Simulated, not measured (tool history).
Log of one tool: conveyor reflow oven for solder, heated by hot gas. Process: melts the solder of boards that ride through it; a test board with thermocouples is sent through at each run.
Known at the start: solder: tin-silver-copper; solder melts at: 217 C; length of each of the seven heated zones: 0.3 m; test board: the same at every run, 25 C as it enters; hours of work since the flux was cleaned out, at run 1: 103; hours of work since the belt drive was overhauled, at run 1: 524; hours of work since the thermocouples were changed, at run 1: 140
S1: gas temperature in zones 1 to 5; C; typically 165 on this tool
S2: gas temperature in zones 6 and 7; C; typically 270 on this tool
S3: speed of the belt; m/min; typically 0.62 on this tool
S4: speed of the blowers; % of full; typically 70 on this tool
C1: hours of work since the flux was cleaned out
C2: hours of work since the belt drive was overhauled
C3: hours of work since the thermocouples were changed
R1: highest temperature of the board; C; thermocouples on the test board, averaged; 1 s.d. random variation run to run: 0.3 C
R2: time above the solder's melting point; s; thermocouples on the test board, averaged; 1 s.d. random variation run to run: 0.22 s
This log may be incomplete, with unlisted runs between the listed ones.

Run 1, hour 0: usual settings; C1 103; C2 524; C3 140. Result: R1 254.9 C, R2 43.1 s.
Run 2, hour 6.3: usual settings but S2 264 C; C1 107; C2 529; C3 145. Result: R1 249.4 C, R2 40.3 s.
Run 3, hour 17.7: usual settings but S2 264 C; C1 116; C2 538; C3 154. Result: R1 249.2 C, R2 40.2 s.
Run 4, hour 25.2: usual settings but S2 263 C; C1 122; C2 543; C3 159. Result: R1 248.5 C, R2 39.8 s.
Run 5, hour 37.5: usual settings but S2 263 C; C1 131; C2 552; C3 169. Result: R1 248.3 C, R2 39.5 s.
At hour 42.5: belt drive overhauled, speed set with a stopwatch.
Run 6, hour 48.6: usual settings; C1 136; C2 5; C3 174. Result: R1 255 C, R2 43.1 s.
Run 7, hour 54.5: usual settings but S2 285 C, S3 0.521 m/min, S4 53 % of full; C1 141; C2 9; C3 178. Result: R1 271.2 C, R2 60.2 s.
Run 8, hour 59.9: usual settings but S2 269 C, S4 57 % of full; C1 145; C2 13; C3 182. Result: R1 250.5 C, R2 40.6 s.
At hour 68.7: belt drive overhauled, speed set with a stopwatch, once more.
Run 9, hour 75.8: usual settings but S2 269 C, S4 57 % of full; C1 154; C2 5; C3 191. Result: R1 251.2 C, R2 40.4 s.
Run 10, hour 82.9: usual settings but S1 172 C, S2 277 C, S4 57 % of full; C1 159; C2 11; C3 197. Result: R1 259.1 C, R2 46.3 s.
Run 11, hour 90.9: usual settings but S3 0.626 m/min; C1 165; C2 17; C3 203. Result: R1 254.3 C, R2 41.9 s.

Here are 3 independent what-if runs from the current tool condition. What would each one return?
Run A, hour 98.3: usual settings but S1 163 C, S3 0.59 m/min; C1 170; C2 22; C3 208. Result: R1 ?, R2 ?.
Run B, hour 98.3: usual settings but S3 0.592 m/min, S4 59 % of full; C1 170; C2 22; C3 208. Result: R1 ?, R2 ?.
Run C, hour 98.3: usual settings but S1 151 C, S2 284 C, S3 0.573 m/min; C1 170; C2 22; C3 208. Result: R1 ?, R2 ?.

run     R1    R2
  A  255.5  45.2
  B  253.6  44.3
  C  268.3  50.5
Without the tool's hidden state the same runs would have given:
run     R1    R2
  A  255.5  45.3
  B  253.6  44.4
  C  268.3  50.6
